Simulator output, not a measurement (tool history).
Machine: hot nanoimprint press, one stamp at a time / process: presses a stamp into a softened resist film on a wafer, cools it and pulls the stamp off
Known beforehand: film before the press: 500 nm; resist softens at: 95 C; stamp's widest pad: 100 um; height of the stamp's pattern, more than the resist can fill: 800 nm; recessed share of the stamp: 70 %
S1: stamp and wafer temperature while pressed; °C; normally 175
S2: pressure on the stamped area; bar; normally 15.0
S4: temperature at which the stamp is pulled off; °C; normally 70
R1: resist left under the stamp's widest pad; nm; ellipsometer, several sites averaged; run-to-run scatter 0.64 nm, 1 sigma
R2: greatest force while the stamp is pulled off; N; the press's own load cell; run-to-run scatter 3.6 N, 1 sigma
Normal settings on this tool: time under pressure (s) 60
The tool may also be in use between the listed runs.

{"run": 1, "day": 0.0, "S1": 175, "S2": 15.0, "time under pressure (s)": 60, "S4": 70, "R1": 209.9, "R2": 175}
{"run": 2, "day": 0.654, "S1": 175, "S2": 15.0, "time under pressure (s)": 60, "S4": 70, "R1": 209.3, "R2": 171}
{"run": 3, "day": 1.479, "S1": 175, "S2": 15.0, "time under pressure (s)": 60, "S4": 70, "R1": 209.8, "R2": 179}
{"run": 4, "day": 2.1, "S1": 175, "S2": 11.4, "time under pressure (s)": 60, "S4": 70, "R1": 234.3, "R2": 169}
{"run": 5, "day": 2.667, "S1": 175, "S2": 15.0, "time under pressure (s)": 60, "S4": 70, "R1": 210.4, "R2": 171}
{"run": 6, "day": 3.475, "S1": 175, "S2": 15.0, "time under pressure (s)": 60, "S4": 70, "R1": 209.4, "R2": 175}
{"run": 7, "day": 4.217, "S1": 175, "S2": 15.0, "time under pressure (s)": 60, "S4": 70, "R1": 209.1, "R2": 177}
{"run": 8, "day": 5.038, "S1": 175, "S2": 15.0, "time under pressure (s)": 60, "S4": 70, "R1": 210.0, "R2": 173}
{"run": 9, "day": 5.908, "S1": 175, "S2": 15.0, "time under pressure (s)": 60, "S4": 70, "R1": 209.2, "R2": 172}
{"run": 10, "day": 6.904, "S1": 175, "S2": 15.0, "time under pressure (s)": 60, "S4": 70, "R1": 210.4, "R2": 172}
{"run": 11, "day": 7.438, "S1": 175, "S2": 15.0, "time under pressure (s)": 60, "S4": 70, "R1": 209.7, "R2": 180}
{"run": 12, "day": 8.05, "S1": 173, "S2": 12.4, "time under pressure (s)": 60, "S4": 70, "R1": 244.2, "R2": 180}
{"run": 13, "day": 8.708, "S1": 173, "S2": 12.4, "time under pressure (s)": 60, "S4": 70, "R1": 243.5, "R2": 170}
{"run": 14, "day": 9.762, "S1": 169, "S2": 9.0, "time under pressure (s)": 108, "S4": 62, "R1": 258.1, "R2": 178}
{"run": 15, "day": 10.483, "S1": 175, "S2": 20.4, "time under pressure (s)": 61, "S4": 70, "R1": 182.9, "R2": 170}
{"run": 16, "day": 11.138, "S1": 175, "S2": 21.4, "time under pressure (s)": 67, "S4": 75, "R1": 172.1, "R2": 173}
{"run": 17, "day": 11.7, "S1": 168, "S2": 18.3, "time under pressure (s)": 60, "S4": 59, "R1": 256.3, "R2": 187}
{"run": 18, "day": 12.496, "S1": 168, "S2": 18.3, "time under pressure (s)": 60, "S4": 59, "R1": 257.2, "R2": 186}
{"run": 19, "day": 13.492, "S1": 168, "S2": 18.3, "time under pressure (s)": 60, "S4": 59, "R1": 255.1, "R2": 188}
{"run": 20, "day": 14.525, "S1": 168, "S2": 21.0, "time under pressure (s)": 85, "S4": 78, "R1": 211.6, "R2": 171}
{"run": 21, "day": 15.362, "S1": 168, "S2": 21.0, "time under pressure (s)": 85, "S4": 66, "R1": 211.3, "R2": 177}

Expected results for the next run?
{"day": 15.95, "done": "stamp cleaned and given a new release coat"}
{"run": 22, "day": 16.046, "S1": 168, "S2": 18.9, "time under pressure (s)": 85, "S4": 61, "R1": "?", "R2": "?"}

{"run 22": {"R1": 221.4, "R2": 175}}
With the hidden condition absent and the run-to-run variation left alone, this run would have shown R1 221.7 nm, R2 175 N.
